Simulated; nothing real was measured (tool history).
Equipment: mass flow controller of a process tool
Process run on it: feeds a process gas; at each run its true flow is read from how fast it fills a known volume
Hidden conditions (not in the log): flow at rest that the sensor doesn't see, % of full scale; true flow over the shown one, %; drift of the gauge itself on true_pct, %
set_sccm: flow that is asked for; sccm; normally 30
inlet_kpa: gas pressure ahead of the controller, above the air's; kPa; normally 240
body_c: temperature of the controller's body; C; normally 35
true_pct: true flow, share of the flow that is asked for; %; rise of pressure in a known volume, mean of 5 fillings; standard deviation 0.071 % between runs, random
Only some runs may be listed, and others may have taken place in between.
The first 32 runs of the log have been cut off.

run    hour  set_sccm  inlet_kpa  body_c  hours of work since the controller was set to zero  hours of work since the controller was changed  true_pct
 33  2923.7        22        194      26                                                1065                                            1065     99.37
 34  3050.6        22        194      26                                                1107                                            1107     99.50
 35  3175.6        30        241      35                                                1149                                            1149    100.05
 36  3271.5        30        241      35                                                1180                                            1180    100.11
 37  3383.0        28        207      32                                                1217                                            1217    100.16
 38  3470.0        92        171      31                                                1246                                            1246    100.96
 39  3594.3        92        171      31                                                1287                                            1287    101.13
 40  3665.3        36        240      25                                                1311                                            1311     99.80
 41  3757.3        13        147      28                                                1341                                            1341    100.20
 42  3883.8        40        229      22                                                1383                                            1383     99.80
 43  3938.0        40        229      22                                                1401                                            1401     99.67
 44  4012.3        40        229      22                                                1425                                            1425     99.86
 45  4097.9        13        239      21                                                1454                                            1454     99.42
 46  4167.5        13        239      21                                                1477                                            1477     99.50
 47  4231.3        13        212      21                                                1498                                            1498     99.63
 48  4314.6        30        192      35                                                1525                                            1525    100.90

What if the next run were any one of these 3? Each begins from the tool's condition after run 48:
  A  4366.7        34        239      20                                                1543                                            1543         ?
  B  4366.7        11        273      35                                                1543                                            1543         ?
  C  4366.7        57        272      35                                                1543                                            1543         ?

run  true_pct
  A     99.84
  B    100.56
  C    100.83
The same runs, with their run-to-run variation unchanged, on a tool lacking any hidden condition would have given:
run  true_pct
  A     98.76
  B     99.48
  C     99.74
